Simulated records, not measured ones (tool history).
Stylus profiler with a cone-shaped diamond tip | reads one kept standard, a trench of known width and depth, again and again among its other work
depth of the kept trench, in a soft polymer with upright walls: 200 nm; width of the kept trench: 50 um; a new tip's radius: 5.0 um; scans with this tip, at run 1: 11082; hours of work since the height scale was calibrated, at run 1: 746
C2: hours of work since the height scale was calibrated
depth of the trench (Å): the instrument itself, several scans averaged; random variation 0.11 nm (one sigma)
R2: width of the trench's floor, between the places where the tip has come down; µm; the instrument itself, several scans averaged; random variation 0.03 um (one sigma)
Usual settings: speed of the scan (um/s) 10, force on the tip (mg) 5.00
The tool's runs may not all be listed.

Run 1, hour 0.0: usual settings; scans with this tip 11082; C2 746. Result: depth of the trench (Å) 2038.2, R2 47.16 µm.
Run 2, hour 76.8: usual settings but speed of the scan (um/s) 6; scans with this tip 11369; C2 806. Result: depth of the trench (Å) 2039.2, R2 47.12 µm.
Run 3, hour 129.7: usual settings but speed of the scan (um/s) 6; scans with this tip 11566; C2 848. Result: depth of the trench (Å) 2039.6, R2 47.18 µm.
Run 4, hour 206.8: usual settings but speed of the scan (um/s) 37; scans with this tip 11854; C2 909. Result: depth of the trench (Å) 2042.0, R2 47.12 µm.
Run 5, hour 272.6: usual settings; scans with this tip 12099; C2 962. Result: depth of the trench (Å) 2040.4, R2 47.13 µm.
Run 6, hour 315.3: usual settings but speed of the scan (um/s) 2; scans with this tip 12259; C2 995. Result: depth of the trench (Å) 2040.5, R2 47.20 µm.
Run 7, hour 365.3: usual settings but speed of the scan (um/s) 2; scans with this tip 12445; C2 1035. Result: depth of the trench (Å) 2038.2, R2 47.13 µm.
Run 8, hour 415.4: usual settings but force on the tip (mg) 12.91; scans with this tip 12632; C2 1075. Result: depth of the trench (Å) 2074.7, R2 47.16 µm.
Run 9, hour 484.8: usual settings but force on the tip (mg) 11.73; scans with this tip 12891; C2 1130. Result: depth of the trench (Å) 2069.5, R2 47.15 µm.
Run 10, hour 551.2: usual settings; scans with this tip 13139; C2 1182. Result: depth of the trench (Å) 2041.4, R2 47.16 µm.
Run 11, hour 613.3: usual settings; scans with this tip 13371; C2 1232. Result: depth of the trench (Å) 2038.1, R2 47.11 µm.
Run 12, hour 669.3: usual settings; scans with this tip 13580; C2 1276. Result: depth of the trench (Å) 2040.0, R2 47.17 µm.
Run 13, hour 761.5: usual settings but speed of the scan (um/s) 16; scans with this tip 13924; C2 1349. Result: depth of the trench (Å) 2038.4, R2 47.17 µm.
Run 14, hour 852.8: usual settings but speed of the scan (um/s) 16; scans with this tip 14264; C2 1421. Result: depth of the trench (Å) 2038.5, R2 47.10 µm.
Run 15, hour 928.1: usual settings but speed of the scan (um/s) 16; scans with this tip 14545; C2 1481. Result: depth of the trench (Å) 2038.2, R2 47.13 µm.
Run 16, hour 1019.4: usual settings but speed of the scan (um/s) 16; scans with this tip 14886; C2 1553. Result: depth of the trench (Å) 2038.7, R2 47.18 µm.
At hour 1066.4: height scale calibrated on a step standard.
Run 17, hour 1083.2: usual settings but force on the tip (mg) 3.23; scans with this tip 15122; C2 13. Result: depth of the trench (Å) 2028.4, R2 47.13 µm.
Run 18, hour 1163.6: usual settings but force on the tip (mg) 3.23; scans with this tip 15422; C2 77. Result: depth of the trench (Å) 2031.1, R2 47.18 µm.
Run 19, hour 1252.0: usual settings but force on the tip (mg) 3.23; scans with this tip 15752; C2 147. Result: depth of the trench (Å) 2029.4, R2 47.19 µm.
Run 20, hour 1346.0: usual settings but force on the tip (mg) 3.23; scans with this tip 16103; C2 222. Result: depth of the trench (Å) 2029.3, R2 47.15 µm.
Run 21, hour 1387.1: usual settings but force on the tip (mg) 3.23; scans with this tip 16256; C2 254. Result: depth of the trench (Å) 2028.0, R2 47.17 µm.
Run 22, hour 1433.3: usual settings but force on the tip (mg) 8.18; scans with this tip 16429; C2 291. Result: depth of the trench (Å) 2055.2, R2 47.17 µm.
Run 23, hour 1516.9: usual settings but speed of the scan (um/s) 5; scans with this tip 16741; C2 357. Result: depth of the trench (Å) 2038.9, R2 47.17 µm.
Run 24, hour 1596.9: usual settings but speed of the scan (um/s) 5; scans with this tip 17039; C2 420. Result: depth of the trench (Å) 2037.9, R2 47.17 µm.
Run 25, hour 1644.8: usual settings but speed of the scan (um/s) 11, force on the tip (mg) 5.63; scans with this tip 17218; C2 458. Result: depth of the trench (Å) 2043.3, R2 47.16 µm.
Run 26, hour 1722.0: usual settings but speed of the scan (um/s) 11, force on the tip (mg) 5.63; scans with this tip 17506; C2 520. Result: depth of the trench (Å) 2044.0, R2 47.16 µm.
Run 27, hour 1813.9: usual settings but force on the tip (mg) 2.23; scans with this tip 17849; C2 592. Result: depth of the trench (Å) 2025.1, R2 47.12 µm.
Run 28, hour 1881.3: usual settings but speed of the scan (um/s) 5, force on the tip (mg) 8.55; scans with this tip 18100; C2 646. Result: depth of the trench (Å) 2057.8, R2 47.22 µm.
Run 29, hour 1968.2: usual settings but speed of the scan (um/s) 5, force on the tip (mg) 8.55; scans with this tip 18425; C2 715. Result: depth of the trench (Å) 2055.8, R2 47.15 µm.
Run 30, hour 2028.7: usual settings but speed of the scan (um/s) 5, force on the tip (mg) 8.63; scans with this tip 18651; C2 763. Result: depth of the trench (Å) 2058.6, R2 47.15 µm.
Run 31, hour 2074.0: usual settings but speed of the scan (um/s) 28, force on the tip (mg) 10.11; scans with this tip 18819; C2 798. Result: depth of the trench (Å) 2063.2, R2 47.20 µm.
Run 32, hour 2137.8: usual settings but speed of the scan (um/s) 28, force on the tip (mg) 10.11; scans with this tip 19058; C2 849. Result: depth of the trench (Å) 2062.8, R2 47.14 µm.
At hour 2158.2: new tip fitted, height scale calibrated.
Run 33, hour 2223.7: usual settings but speed of the scan (um/s) 6, force on the tip (mg) 9.78; scans with this tip 245; C2 52. Result: depth of the trench (Å) 2061.6, R2 47.24 µm.
Run 34, hour 2313.5: usual settings but speed of the scan (um/s) 6, force on the tip (mg) 9.78; scans with this tip 580; C2 123. Result: depth of the trench (Å) 2059.3, R2 47.22 µm.
Run 35, hour 2396.7: usual settings but speed of the scan (um/s) 7; scans with this tip 890; C2 189. Result: depth of the trench (Å) 2039.5, R2 47.22 µm.
Run 36, hour 2486.1: usual settings but speed of the scan (um/s) 7; scans with this tip 1224; C2 260. Result: depth of the trench (Å) 2040.1, R2 47.21 µm.
Run 37, hour 2581.2: usual settings but speed of the scan (um/s) 7; scans with this tip 1579; C2 335. Result: depth of the trench (Å) 2040.7, R2 47.14 µm.
Run 38, hour 2620.9: usual settings but force on the tip (mg) 3.60; scans with this tip 1727; C2 367. Result: depth of the trench (Å) 2032.7, R2 47.16 µm.
Run 39, hour 2664.3: usual settings but speed of the scan (um/s) 8, force on the tip (mg) 4.70; scans with this tip 1889; C2 401. Result: depth of the trench (Å) 2038.0, R2 47.16 µm.
Run 40, hour 2747.8: usual settings but speed of the scan (um/s) 3, force on the tip (mg) 1.86; scans with this tip 2200; C2 467. Result: depth of the trench (Å) 2022.6, R2 47.20 µm.
Run 41, hour 2823.7: usual settings but speed of the scan (um/s) 3, force on the tip (mg) 1.86; scans with this tip 2484; C2 527. Result: depth of the trench (Å) 2018.9, R2 47.20 µm.
Run 42, hour 2873.9: usual settings but speed of the scan (um/s) 3, force on the tip (mg) 3.23; scans with this tip 2671; C2 567. Result: depth of the trench (Å) 2028.7, R2 47.22 µm.
Run 43, hour 2957.4: usual settings but speed of the scan (um/s) 3, force on the tip (mg) 3.23; scans with this tip 2983; C2 633. Result: depth of the trench (Å) 2029.5, R2 47.22 µm.
Run 44, hour 3034.8: usual settings but speed of the scan (um/s) 8; scans with this tip 3272; C2 695. Result: depth of the trench (Å) 2039.1, R2 47.21 µm.
Run 45, hour 3106.7: usual settings but speed of the scan (um/s) 8; scans with this tip 3540; C2 752. Result: depth of the trench (Å) 2039.7, R2 47.13 µm.

Forecast each of these 3 alternatives for the next run:
Run A, hour 3150.9: usual settings but force on the tip (mg) 6.94; scans with this tip 3705; C2 787. Result: depth of the trench (Å) ?, R2 ?.
Run B, hour 3150.9: usual settings but speed of the scan (um/s) 8, force on the tip (mg) 2.96; scans with this tip 3705; C2 787. Result: depth of the trench (Å) ?, R2 ?.
Run C, hour 3150.9: usual settings but speed of the scan (um/s) 39; scans with this tip 3705; C2 787. Result: depth of the trench (Å) ?, R2 ?.

run  depth of the trench (Å)     R2
  A                   2048.8  47.19
  B                   2027.6  47.18
  C                   2040.9  47.17
Without the tool's hidden state the same runs would have given:
run  depth of the trench (Å)     R2
  A                   2049.0  47.20
  B                   2027.7  47.19
  C                   2041.0  47.17
